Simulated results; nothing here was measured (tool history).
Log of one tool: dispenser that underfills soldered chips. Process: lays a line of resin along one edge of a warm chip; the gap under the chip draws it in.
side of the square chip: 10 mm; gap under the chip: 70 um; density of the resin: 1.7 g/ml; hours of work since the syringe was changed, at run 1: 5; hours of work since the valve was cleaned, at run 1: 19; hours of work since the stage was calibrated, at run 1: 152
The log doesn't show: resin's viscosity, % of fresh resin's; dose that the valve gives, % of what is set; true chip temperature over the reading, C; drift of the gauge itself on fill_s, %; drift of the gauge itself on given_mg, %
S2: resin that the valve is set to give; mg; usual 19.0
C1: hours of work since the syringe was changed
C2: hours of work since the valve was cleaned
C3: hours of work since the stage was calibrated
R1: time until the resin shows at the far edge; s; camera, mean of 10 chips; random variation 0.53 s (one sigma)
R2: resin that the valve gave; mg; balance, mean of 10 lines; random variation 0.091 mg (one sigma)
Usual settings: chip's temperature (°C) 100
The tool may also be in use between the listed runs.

run 1 day=0.000 | chip's_temperature_(°C)=100 S2=19.0 | C1=5 C2=19 C3=152 | R1=63.4 R2=18.74
-- day=0.129 new syringe of resin
run 2 day=0.200 | chip's_temperature_(°C)=100 S2=19.0 | C1=1 C2=22 C3=156 | R1=47.8 R2=18.86
run 3 day=0.433 | chip's_temperature_(°C)=100 S2=19.0 | C1=6 C2=27 C3=160 | R1=65.3 R2=18.89
-- day=0.529 new syringe of resin
run 4 day=0.792 | chip's_temperature_(°C)=100 S2=19.0 | C1=5 C2=33 C3=166 | R1=60.7 R2=18.73
-- day=0.942 new syringe of resin
run 5 day=0.971 | chip's_temperature_(°C)=100 S2=19.0 | C1=1 C2=36 C3=169 | R1=43.9 R2=18.52
run 6 day=1.308 | chip's_temperature_(°C)=100 S2=19.0 | C1=7 C2=42 C3=175 | R1=72.6 R2=18.60
-- day=1.350 new syringe of resin
run 7 day=1.508 | chip's_temperature_(°C)=86 S2=19.0 | C1=3 C2=46 C3=179 | R1=92.5 R2=18.58
run 8 day=1.679 | chip's_temperature_(°C)=86 S2=19.0 | C1=6 C2=49 C3=182 | R1=117.7 R2=18.49
-- day=1.746 new syringe of resin
run 9 day=1.912 | chip's_temperature_(°C)=113 S2=16.9 | C1=3 C2=53 C3=186 | R1=32.3 R2=16.37
run 10 day=2.100 | chip's_temperature_(°C)=108 S2=21.3 | C1=6 C2=56 C3=189 | R1=51.2 R2=20.64
-- day=2.142 new syringe of resin
run 11 day=2.471 | chip's_temperature_(°C)=108 S2=21.3 | C1=6 C2=63 C3=196 | R1=48.3 R2=20.51
-- day=2.562 new syringe of resin
run 12 day=2.767 | chip's_temperature_(°C)=100 S2=17.6 | C1=4 C2=68 C3=201 | R1=57.0 R2=17.03

The next listed run, before its measurement:
-- day=2.958 new syringe of resin
run 13 day=3.067 | chip's_temperature_(°C)=100 S2=17.6 | C1=2 C2=73 C3=206 | R1=? R2=?

{"run 13": {"R1": 49.0, "R2": 16.89}}
Without the tool's hidden state the same run would have given R1 43.2 s, R2 17.56 mg.
